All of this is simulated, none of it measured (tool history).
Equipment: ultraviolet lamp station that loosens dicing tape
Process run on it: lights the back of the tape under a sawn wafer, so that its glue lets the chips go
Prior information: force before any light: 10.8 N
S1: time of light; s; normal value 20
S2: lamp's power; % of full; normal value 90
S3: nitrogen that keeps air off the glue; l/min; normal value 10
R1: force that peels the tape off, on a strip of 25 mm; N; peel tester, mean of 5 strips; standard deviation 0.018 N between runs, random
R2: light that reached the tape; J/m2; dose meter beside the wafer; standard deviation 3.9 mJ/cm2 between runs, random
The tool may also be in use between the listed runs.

run,hour,S1,S2,S3,R1,R2
1,0.0,20,90,10,1.046,6010
2,16.5,20,90,10,1.084,6020
3,41.0,20,90,10,1.112,5950
4,58.7,20,90,10,1.051,5900
5,78.9,20,90,10,1.090,5910
6,94.4,20,90,10,1.151,5880
7,118.3,20,90,10,1.149,5840
8,137.5,20,90,10,1.087,5700
9,156.8,20,90,10,1.116,5770
10,179.1,20,90,4,2.242,5750
11,193.1,20,90,4,2.260,5730
12,205.0,20,90,10,1.190,5650
13,226.4,20,90,10,1.217,5680
14,247.7,20,90,10,1.282,5600
15,272.4,20,90,10,1.221,5610
16,283.3,20,90,10,1.271,5590
17,307.9,33,80,3,1.545,8050
18,327.2,33,80,3,1.490,8110
19,346.1,33,80,3,1.473,8110
20,362.5,19,79,9,1.939,4610
21,374.7,19,79,9,1.936,4610

Forecast run 22:
22,395.4,19,79,9,?,?

{"run 22": {"R1": 1.87, "R2": 4570}}
With no hidden state in the tool, this same run would have given R1 1.330 N, R2 5560 J/m2.
